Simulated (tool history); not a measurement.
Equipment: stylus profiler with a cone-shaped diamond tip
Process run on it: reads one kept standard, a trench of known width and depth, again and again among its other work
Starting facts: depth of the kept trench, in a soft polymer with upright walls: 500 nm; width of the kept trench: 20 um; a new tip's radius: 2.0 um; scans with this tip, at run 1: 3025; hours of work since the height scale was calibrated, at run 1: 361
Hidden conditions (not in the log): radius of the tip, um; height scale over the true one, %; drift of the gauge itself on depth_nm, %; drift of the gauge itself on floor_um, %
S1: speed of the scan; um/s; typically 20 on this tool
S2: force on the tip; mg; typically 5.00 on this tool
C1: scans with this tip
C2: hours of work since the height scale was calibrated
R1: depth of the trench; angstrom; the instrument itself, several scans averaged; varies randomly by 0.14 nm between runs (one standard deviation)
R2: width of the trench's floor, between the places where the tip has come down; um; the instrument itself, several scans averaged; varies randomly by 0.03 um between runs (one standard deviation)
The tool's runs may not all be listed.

{"run": 1, "hour": 0.0, "S1": 20, "S2": 5.0, "C1": 3025, "C2": 361, "R1": 5046.2, "R2": 17.31}
{"run": 2, "hour": 14.5, "S1": 20, "S2": 5.0, "C1": 3118, "C2": 372, "R1": 5047.1, "R2": 17.26}
{"run": 3, "hour": 29.6, "S1": 20, "S2": 8.31, "C1": 3216, "C2": 384, "R1": 5067.5, "R2": 17.28}
{"run": 4, "hour": 44.6, "S1": 20, "S2": 8.31, "C1": 3312, "C2": 395, "R1": 5063.0, "R2": 17.3}
{"run": 5, "hour": 56.9, "S1": 20, "S2": 8.31, "C1": 3392, "C2": 405, "R1": 5063.1, "R2": 17.33}
{"run": 6, "hour": 64.6, "S1": 20, "S2": 8.31, "C1": 3442, "C2": 411, "R1": 5064.4, "R2": 17.27}
{"run": 7, "hour": 77.1, "S1": 32, "S2": 5.0, "C1": 3522, "C2": 420, "R1": 5047.3, "R2": 17.22}
{"run": 8, "hour": 92.6, "S1": 32, "S2": 5.25, "C1": 3622, "C2": 432, "R1": 5049.1, "R2": 17.22}
{"run": 9, "hour": 106.0, "S1": 36, "S2": 7.56, "C1": 3709, "C2": 443, "R1": 5059.1, "R2": 17.25}
{"run": 10, "hour": 115.6, "S1": 15, "S2": 3.31, "C1": 3771, "C2": 450, "R1": 5034.8, "R2": 17.23}
{"run": 11, "hour": 125.9, "S1": 15, "S2": 3.31, "C1": 3837, "C2": 458, "R1": 5035.6, "R2": 17.27}
{"run": 12, "hour": 135.3, "S1": 49, "S2": 2.44, "C1": 3898, "C2": 465, "R1": 5028.4, "R2": 17.02}
{"run": 13, "hour": 143.7, "S1": 46, "S2": 10.78, "C1": 3952, "C2": 472, "R1": 5076.8, "R2": 17.25}

Each row is a separate what-if for the run after 13, all from the same tool condition, not one after another. Results?
{"run": "A", "hour": 159.0, "S1": 39, "S2": 10.78, "C1": 4051, "C2": 483, "R1": "?", "R2": "?"}
{"run": "B", "hour": 159.0, "S1": 65, "S2": 9.96, "C1": 4051, "C2": 483, "R1": "?", "R2": "?"}
{"run": "C", "hour": 159.0, "S1": 54, "S2": 10.78, "C1": 4051, "C2": 483, "R1": "?", "R2": "?"}

run=A R1=5075.9 R2=17.24
run=B R1=5072.8 R2=17.18
run=C R1=5074.3 R2=17.23
Take away the tool's hidden state, keep each run's random variation, and the runs would have read:
run=A R1=5076.0 R2=17.25
run=B R1=5072.9 R2=17.18
run=C R1=5074.4 R2=17.24
